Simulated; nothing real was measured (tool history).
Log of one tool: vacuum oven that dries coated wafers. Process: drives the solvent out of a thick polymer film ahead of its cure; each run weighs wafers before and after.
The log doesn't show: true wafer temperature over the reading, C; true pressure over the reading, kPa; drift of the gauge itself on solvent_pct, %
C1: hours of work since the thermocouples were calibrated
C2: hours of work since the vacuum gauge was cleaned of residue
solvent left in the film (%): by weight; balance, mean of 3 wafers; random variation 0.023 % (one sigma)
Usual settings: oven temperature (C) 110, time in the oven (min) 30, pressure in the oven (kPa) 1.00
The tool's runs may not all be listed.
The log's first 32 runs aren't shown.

run 33 hour=2584.3 | oven_temperature_(C)=110 time_in_the_oven_(min)=47 pressure_in_the_oven_(kPa)=3.02 | C1=762 C2=738 | solvent_left_in_the_film_(%)=1.53
run 34 hour=2674.5 | oven_temperature_(C)=110 time_in_the_oven_(min)=47 pressure_in_the_oven_(kPa)=3.02 | C1=800 C2=776 | solvent_left_in_the_film_(%)=1.54
run 35 hour=2724.2 | oven_temperature_(C)=109 time_in_the_oven_(min)=47 pressure_in_the_oven_(kPa)=0.69 | C1=821 C2=797 | solvent_left_in_the_film_(%)=0.53
run 36 hour=2827.7 | oven_temperature_(C)=112 time_in_the_oven_(min)=35 pressure_in_the_oven_(kPa)=0.69 | C1=865 C2=842 | solvent_left_in_the_film_(%)=0.67
run 37 hour=2926.5 | oven_temperature_(C)=121 time_in_the_oven_(min)=44 pressure_in_the_oven_(kPa)=0.82 | C1=908 C2=884 | solvent_left_in_the_film_(%)=0.34
run 38 hour=2977.4 | oven_temperature_(C)=110 time_in_the_oven_(min)=46 pressure_in_the_oven_(kPa)=0.63 | C1=929 C2=906 | solvent_left_in_the_film_(%)=0.49
run 39 hour=3097.2 | oven_temperature_(C)=107 time_in_the_oven_(min)=22 pressure_in_the_oven_(kPa)=2.01 | C1=980 C2=957 | solvent_left_in_the_film_(%)=3.07
run 40 hour=3185.5 | oven_temperature_(C)=110 time_in_the_oven_(min)=22 pressure_in_the_oven_(kPa)=3.05 | C1=1018 C2=994 | solvent_left_in_the_film_(%)=2.99
run 41 hour=3241.0 | oven_temperature_(C)=110 time_in_the_oven_(min)=40 pressure_in_the_oven_(kPa)=1.23 | C1=1042 C2=1018 | solvent_left_in_the_film_(%)=0.90
run 42 hour=3334.1 | oven_temperature_(C)=106 time_in_the_oven_(min)=45 pressure_in_the_oven_(kPa)=1.23 | C1=1082 C2=1058 | solvent_left_in_the_film_(%)=1.03
-- hour=3371.3 vacuum gauge cleaned of residue and calibrated
-- hour=3386.0 oven's thermocouples calibrated
run 43 hour=3416.4 | oven_temperature_(C)=106 time_in_the_oven_(min)=40 pressure_in_the_oven_(kPa)=1.23 | C1=13 C2=18 | solvent_left_in_the_film_(%)=0.91
run 44 hour=3490.4 | oven_temperature_(C)=119 time_in_the_oven_(min)=22 pressure_in_the_oven_(kPa)=1.10 | C1=45 C2=50 | solvent_left_in_the_film_(%)=0.92
run 45 hour=3559.1 | oven_temperature_(C)=124 time_in_the_oven_(min)=34 pressure_in_the_oven_(kPa)=1.10 | C1=74 C2=79 | solvent_left_in_the_film_(%)=0.29

3 ways to go on from here, each from the tool as it stands after run 45. What would each give?
run A hour=3644.2 | oven_temperature_(C)=98 time_in_the_oven_(min)=30 pressure_in_the_oven_(kPa)=1.00 | C1=110 C2=116 | solvent_left_in_the_film_(%)=?
run B hour=3644.2 | oven_temperature_(C)=124 time_in_the_oven_(min)=34 pressure_in_the_oven_(kPa)=1.12 | C1=110 C2=116 | solvent_left_in_the_film_(%)=?
run C hour=3644.2 | oven_temperature_(C)=110 time_in_the_oven_(min)=16 pressure_in_the_oven_(kPa)=1.00 | C1=110 C2=116 | solvent_left_in_the_film_(%)=?

run=A solvent_left_in_the_film_(%)=2.54
run=B solvent_left_in_the_film_(%)=0.34
run=C solvent_left_in_the_film_(%)=3.25
Without the tool's hidden state the same runs would have given:
run=A solvent_left_in_the_film_(%)=2.47
run=B solvent_left_in_the_film_(%)=0.33
run=C solvent_left_in_the_film_(%)=3.17

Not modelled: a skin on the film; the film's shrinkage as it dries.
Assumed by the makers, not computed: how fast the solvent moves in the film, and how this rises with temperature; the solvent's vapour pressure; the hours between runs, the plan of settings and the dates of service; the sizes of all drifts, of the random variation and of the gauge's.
